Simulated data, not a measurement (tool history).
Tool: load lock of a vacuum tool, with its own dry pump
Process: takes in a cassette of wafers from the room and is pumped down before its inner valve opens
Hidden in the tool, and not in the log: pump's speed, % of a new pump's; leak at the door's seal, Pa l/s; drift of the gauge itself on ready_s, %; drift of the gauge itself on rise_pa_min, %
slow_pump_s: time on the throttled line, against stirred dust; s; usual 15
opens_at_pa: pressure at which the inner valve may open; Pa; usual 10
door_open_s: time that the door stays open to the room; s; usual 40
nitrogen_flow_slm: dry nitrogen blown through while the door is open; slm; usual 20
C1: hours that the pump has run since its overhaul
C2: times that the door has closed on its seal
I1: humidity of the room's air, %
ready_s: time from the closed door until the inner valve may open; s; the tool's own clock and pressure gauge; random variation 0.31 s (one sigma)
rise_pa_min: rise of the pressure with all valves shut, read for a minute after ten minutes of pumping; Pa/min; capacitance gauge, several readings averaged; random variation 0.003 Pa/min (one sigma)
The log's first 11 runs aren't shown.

Run 12, day 114.062: usual settings but door_open_s 111 s; C1 16072; C2 31049; I1 45.2. Result: ready_s 26.2 s, rise_pa_min 0.202 Pa/min.
Run 13, day 120.596: usual settings but door_open_s 111 s; C1 16229; C2 31410; I1 45.2. Result: ready_s 26.4 s, rise_pa_min 0.197 Pa/min.
Run 14, day 126.212: usual settings; C1 16363; C2 31721; I1 49.5. Result: ready_s 26.7 s, rise_pa_min 0.184 Pa/min.
Run 15, day 133.721: usual settings but door_open_s 30 s; C1 16544; C2 32137; I1 46.0. Result: ready_s 26.7 s, rise_pa_min 0.175 Pa/min.
Run 16, day 147.325: usual settings; C1 16870; C2 32890; I1 41.6. Result: ready_s 25.8 s, rise_pa_min 0.184 Pa/min.
Run 17, day 161.012: usual settings; C1 17199; C2 33648; I1 48.4. Result: ready_s 26.4 s, rise_pa_min 0.198 Pa/min.
Run 18, day 171.812: usual settings; C1 17458; C2 34246; I1 46.4. Result: ready_s 26.9 s, rise_pa_min 0.197 Pa/min.
Run 19, day 183.521: usual settings; C1 17739; C2 34894; I1 44.2. Result: ready_s 26.2 s, rise_pa_min 0.210 Pa/min.
Run 20, day 189.588: usual settings but slow_pump_s 29 s, opens_at_pa 14 Pa, door_open_s 98 s, nitrogen_flow_slm 15 slm; C1 17884; C2 35230; I1 44.2. Result: ready_s 37.0 s, rise_pa_min 0.229 Pa/min.
Run 21, day 201.417: usual settings but slow_pump_s 29 s, opens_at_pa 14 Pa, door_open_s 134 s, nitrogen_flow_slm 12 slm; C1 18168; C2 35885; I1 45.9. Result: ready_s 36.8 s, rise_pa_min 0.258 Pa/min.

Expected results for the next run?
Run 22, day 207.988: usual settings but slow_pump_s 29 s, opens_at_pa 14 Pa, door_open_s 134 s, nitrogen_flow_slm 12 slm; C1 18326; C2 36249; I1 44.6. Result: ready_s ?, rise_pa_min ?.

{"run 22": {"ready_s": 37.7, "rise_pa_min": 0.25}}
Had the tool carried no hidden state, the very same run would have given ready_s 36.1 s, rise_pa_min 0.077 Pa/min.
